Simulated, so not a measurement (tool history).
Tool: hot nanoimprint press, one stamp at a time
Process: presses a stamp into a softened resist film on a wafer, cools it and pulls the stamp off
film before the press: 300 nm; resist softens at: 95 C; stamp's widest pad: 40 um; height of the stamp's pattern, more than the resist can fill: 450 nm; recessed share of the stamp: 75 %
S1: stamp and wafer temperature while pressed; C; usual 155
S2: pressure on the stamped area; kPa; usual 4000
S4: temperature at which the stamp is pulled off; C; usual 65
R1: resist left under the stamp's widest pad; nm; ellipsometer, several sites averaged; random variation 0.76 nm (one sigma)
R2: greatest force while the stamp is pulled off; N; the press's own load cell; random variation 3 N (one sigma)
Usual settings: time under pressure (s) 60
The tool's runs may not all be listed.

{"run": 1, "hour": 0.0, "S1": 155, "S2": 4000, "time under pressure (s)": 60, "S4": 65, "R1": 101.7, "R2": 152}
{"run": 2, "hour": 15.9, "S1": 155, "S2": 2650, "time under pressure (s)": 60, "S4": 65, "R1": 125.1, "R2": 162}
{"run": 3, "hour": 24.6, "S1": 155, "S2": 2650, "time under pressure (s)": 45, "S4": 65, "R1": 138, "R2": 157}
{"run": 4, "hour": 37.4, "S1": 155, "S2": 2650, "time under pressure (s)": 45, "S4": 65, "R1": 137.8, "R2": 164}
{"run": 5, "hour": 53.2, "S1": 155, "S2": 2650, "time under pressure (s)": 45, "S4": 65, "R1": 136.2, "R2": 165}
{"run": 6, "hour": 67.2, "S1": 155, "S2": 2650, "time under pressure (s)": 45, "S4": 65, "R1": 137.4, "R2": 161}
{"run": 7, "hour": 80.8, "S1": 155, "S2": 2650, "time under pressure (s)": 45, "S4": 65, "R1": 137.1, "R2": 166}
{"run": 8, "hour": 95.5, "S1": 155, "S2": 6130, "time under pressure (s)": 60, "S4": 65, "R1": 81.5, "R2": 165}
{"run": 9, "hour": 109.8, "S1": 155, "S2": 6130, "time under pressure (s)": 60, "S4": 65, "R1": 82.2, "R2": 168}
{"run": 10, "hour": 125.9, "S1": 149, "S2": 4000, "time under pressure (s)": 40, "S4": 65, "R1": 166.7, "R2": 170}
{"run": 11, "hour": 138.3, "S1": 155, "S2": 3000, "time under pressure (s)": 60, "S4": 65, "R1": 114.2, "R2": 171}
{"run": 12, "hour": 145.3, "S1": 155, "S2": 3000, "time under pressure (s)": 60, "S4": 65, "R1": 115, "R2": 170}
{"run": 13, "hour": 155.3, "S1": 155, "S2": 3000, "time under pressure (s)": 60, "S4": 65, "R1": 114.5, "R2": 173}
{"run": 14, "hour": 168.3, "S1": 146, "S2": 3000, "time under pressure (s)": 45, "S4": 65, "R1": 202.7, "R2": 168}
{"run": 15, "hour": 175.0, "S1": 159, "S2": 4000, "time under pressure (s)": 60, "S4": 53, "R1": 78.1, "R2": 227}
{"run": 16, "hour": 187.8, "S1": 153, "S2": 3550, "time under pressure (s)": 48, "S4": 54, "R1": 128.8, "R2": 233}
{"run": 17, "hour": 200.9, "S1": 150, "S2": 6250, "time under pressure (s)": 48, "S4": 54, "R1": 120.7, "R2": 223}

Forecast each of these 5 alternatives for the next run:
{"run": "A", "hour": 212.3, "S1": 145, "S2": 6300, "time under pressure (s)": 104, "S4": 54, "R1": "?", "R2": "?"}
{"run": "B", "hour": 212.3, "S1": 150, "S2": 3640, "time under pressure (s)": 115, "S4": 54, "R1": "?", "R2": "?"}
{"run": "C", "hour": 212.3, "S1": 150, "S2": 6250, "time under pressure (s)": 98, "S4": 54, "R1": "?", "R2": "?"}
{"run": "D", "hour": 212.3, "S1": 145, "S2": 3030, "time under pressure (s)": 60, "S4": 65, "R1": "?", "R2": "?"}
{"run": "E", "hour": 212.3, "S1": 150, "S2": 6250, "time under pressure (s)": 76, "S4": 54, "R1": "?", "R2": "?"}

run=A R1=123.6 R2=225
run=B R1=108.8 R2=229
run=C R1=91 R2=225
run=D R1=197.7 R2=179
run=E R1=99.1 R2=232
Without the tool's hidden state the same runs would have given:
run=A R1=136.9 R2=204
run=B R1=120.4 R2=207
run=C R1=100.4 R2=204
run=D R1=212.8 R2=164
run=E R1=109.3 R2=210
